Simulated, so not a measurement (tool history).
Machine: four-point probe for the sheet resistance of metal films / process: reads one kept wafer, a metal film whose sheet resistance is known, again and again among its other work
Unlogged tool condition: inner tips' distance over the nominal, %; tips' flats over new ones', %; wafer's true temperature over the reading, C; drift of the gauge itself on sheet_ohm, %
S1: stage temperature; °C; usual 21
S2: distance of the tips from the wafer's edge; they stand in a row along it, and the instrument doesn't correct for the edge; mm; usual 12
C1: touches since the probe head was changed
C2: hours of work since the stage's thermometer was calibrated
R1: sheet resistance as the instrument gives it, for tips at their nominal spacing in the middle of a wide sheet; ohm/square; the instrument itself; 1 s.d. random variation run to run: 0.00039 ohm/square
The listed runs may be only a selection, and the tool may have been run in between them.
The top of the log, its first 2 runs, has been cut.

run,hour,S1,S2,C1,C2,R1
3,38.3,21,12,95871,663,1.944555
4,58.9,21,12,96903,675,1.944460
5,82.0,21,12,98066,688,1.943620
6,95.1,23,12,98724,696,1.944484
7,120.6,21,12,100006,711,1.944750
8,141.6,21,12,101063,723,1.943226
9,163.6,21,12,102172,736,1.943356
10,186.5,31,12,103324,750,1.945344
11,207.4,31,12,104376,762,1.944844
# hour 216.6: new probe head fitted
12,228.9,31,12,619,774,1.963200
13,251.4,31,12,1750,787,1.963603
14,267.6,31,12,2568,797,1.962036
15,295.8,31,36,3983,813,1.955433
16,312.9,31,36,4843,823,1.955126
17,337.4,28,12,6077,837,1.960472
# hour 339.9: stage's thermometer calibrated
18,356.9,28,12,7034,10,1.960795
19,371.4,28,12,7761,18,1.960165

Run 20, settings as shown, results not yet in. Your forecast:
20,392.2,34,3,8807,31,?

For run 20 the tool returned R1 2.064868 ohm/square.
On a tool with no hidden condition, and with the same random variation, this run would have come out at R1 2.069216 ohm/square.

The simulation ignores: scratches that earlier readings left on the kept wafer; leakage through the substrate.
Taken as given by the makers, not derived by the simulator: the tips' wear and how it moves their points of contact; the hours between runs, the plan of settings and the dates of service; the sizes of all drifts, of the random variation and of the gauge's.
